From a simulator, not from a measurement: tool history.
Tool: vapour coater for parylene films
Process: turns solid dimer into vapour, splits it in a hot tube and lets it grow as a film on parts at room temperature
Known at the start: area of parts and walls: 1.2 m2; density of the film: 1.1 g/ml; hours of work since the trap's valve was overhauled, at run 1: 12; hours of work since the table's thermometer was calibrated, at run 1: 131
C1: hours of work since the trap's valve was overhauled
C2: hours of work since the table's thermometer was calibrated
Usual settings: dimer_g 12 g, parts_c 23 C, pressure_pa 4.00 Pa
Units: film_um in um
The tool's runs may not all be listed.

Run 1, day 0.000: usual settings; C1 12; C2 131. Result: film_um 7.28 um.
Run 2, day 0.942: usual settings; C1 32; C2 150. Result: film_um 7.32 um.
Run 3, day 1.546: usual settings but dimer_g 20 g; C1 44; C2 162. Result: film_um 12.21 um.
Run 4, day 2.596: usual settings but dimer_g 20 g; C1 65; C2 184. Result: film_um 12.18 um.
Run 5, day 3.267: usual settings but dimer_g 20 g; C1 79; C2 198. Result: film_um 12.06 um.
Run 6, day 4.333: usual settings but dimer_g 20 g; C1 101; C2 220. Result: film_um 12.14 um.
Run 7, day 4.925: usual settings but dimer_g 20 g; C1 113; C2 232. Result: film_um 12.10 um.
Run 8, day 5.379: usual settings but dimer_g 20 g; C1 123; C2 241. Result: film_um 12.08 um.
Run 9, day 6.300: usual settings but dimer_g 7 g; C1 141; C2 260. Result: film_um 4.23 um.
Run 10, day 7.062: usual settings but dimer_g 7 g; C1 157; C2 276. Result: film_um 4.20 um.
Run 11, day 7.596: usual settings; C1 168; C2 287. Result: film_um 7.21 um.
Run 12, day 8.042: usual settings; C1 177; C2 296. Result: film_um 7.18 um.
Run 13, day 9.038: usual settings; C1 198; C2 316. Result: film_um 7.14 um.
Run 14, day 9.550: usual settings; C1 208; C2 327. Result: film_um 7.14 um.
Run 15, day 9.992: usual settings; C1 217; C2 336. Result: film_um 7.15 um.
Run 16, day 11.000: usual settings but parts_c 20 C; C1 238; C2 356. Result: film_um 8.30 um.
Run 17, day 12.075: usual settings but parts_c 20 C; C1 260; C2 378. Result: film_um 8.16 um.
At day 12.192: table's thermometer calibrated.
Run 18, day 12.588: usual settings but parts_c 20 C; C1 270; C2 8. Result: film_um 8.27 um.
Run 19, day 13.362: usual settings but parts_c 20 C; C1 286; C2 24. Result: film_um 8.26 um.
Run 20, day 14.346: usual settings but pressure_pa 3.59 Pa; C1 306; C2 44. Result: film_um 7.14 um.
Run 21, day 15.108: usual settings but dimer_g 13 g, pressure_pa 3.59 Pa; C1 321; C2 60. Result: film_um 7.78 um.
At day 15.879: table's thermometer calibrated, once more.
Run 22, day 16.046: usual settings but dimer_g 6 g, pressure_pa 2.70 Pa; C1 340; C2 3. Result: film_um 3.57 um.
Run 23, day 16.629: usual settings but dimer_g 6 g, parts_c 32 C, pressure_pa 8.38 Pa; C1 352; C2 15. Result: film_um 2.06 um.
Run 24, day 17.600: usual settings but dimer_g 6 g, pressure_pa 6.44 Pa; C1 372; C2 35. Result: film_um 3.27 um.
Run 25, day 18.562: usual settings but dimer_g 6 g, parts_c 28 C, pressure_pa 5.03 Pa; C1 391; C2 55. Result: film_um 2.62 um.
Run 26, day 19.142: usual settings but dimer_g 6 g, parts_c 28 C, pressure_pa 5.03 Pa; C1 403; C2 67. Result: film_um 2.64 um.
Run 27, day 20.092: usual settings but dimer_g 7 g, pressure_pa 4.04 Pa; C1 423; C2 86. Result: film_um 3.97 um.
Run 28, day 20.904: usual settings but dimer_g 7 g, pressure_pa 3.91 Pa; C1 439; C2 103. Result: film_um 4.01 um.
Run 29, day 21.450: usual settings but dimer_g 6 g, pressure_pa 3.91 Pa; C1 451; C2 114. Result: film_um 3.43 um.
Run 30, day 22.433: usual settings but dimer_g 9 g, pressure_pa 3.90 Pa; C1 471; C2 135. Result: film_um 5.13 um.
Run 31, day 23.442: usual settings but dimer_g 9 g, pressure_pa 3.90 Pa; C1 492; C2 155. Result: film_um 5.09 um.
Run 32, day 23.896: usual settings but dimer_g 9 g, pressure_pa 3.90 Pa; C1 501; C2 165. Result: film_um 5.08 um.
Run 33, day 24.542: usual settings but dimer_g 9 g, pressure_pa 3.90 Pa; C1 514; C2 178. Result: film_um 5.09 um.
Run 34, day 25.550: usual settings but dimer_g 20 g, parts_c 24 C, pressure_pa 5.54 Pa; C1 535; C2 198. Result: film_um 10.34 um.
Run 35, day 26.067: usual settings but dimer_g 11 g, pressure_pa 7.97 Pa; C1 545; C2 209. Result: film_um 5.71 um.
Run 36, day 26.762: usual settings but dimer_g 6 g, pressure_pa 3.41 Pa; C1 560; C2 223. Result: film_um 3.39 um.
Run 37, day 27.796: usual settings but dimer_g 9 g, parts_c 30 C, pressure_pa 2.58 Pa; C1 581; C2 245. Result: film_um 3.69 um.

The same runs without the tool's hidden state, with the same run-to-run variation:
The hidden state here: vapour lost through the trap's worn valve, %; true temperature of the parts over the reading, C; drift of the gauge itself on film_um, %.
run  film_um
  1     7.24
  2     7.30
  3    12.20
  4    12.20
  5    12.10
  6    12.21
  7    12.20
  8    12.20
  9     4.28
 10     4.26
 11     7.32
 12     7.30
 13     7.28
 14     7.29
 15     7.31
 16     8.51
 17     8.40
 18     8.49
 19     8.49
 20     7.37
 21     8.05
 22     3.76
 23     2.18
 24     3.47
 25     2.78
 26     2.81
 27     4.24
 28     4.29
 29     3.68
 30     5.51
 31     5.49
 32     5.48
 33     5.51
 34    11.21
 35     6.20
 36     3.69
 37     4.03
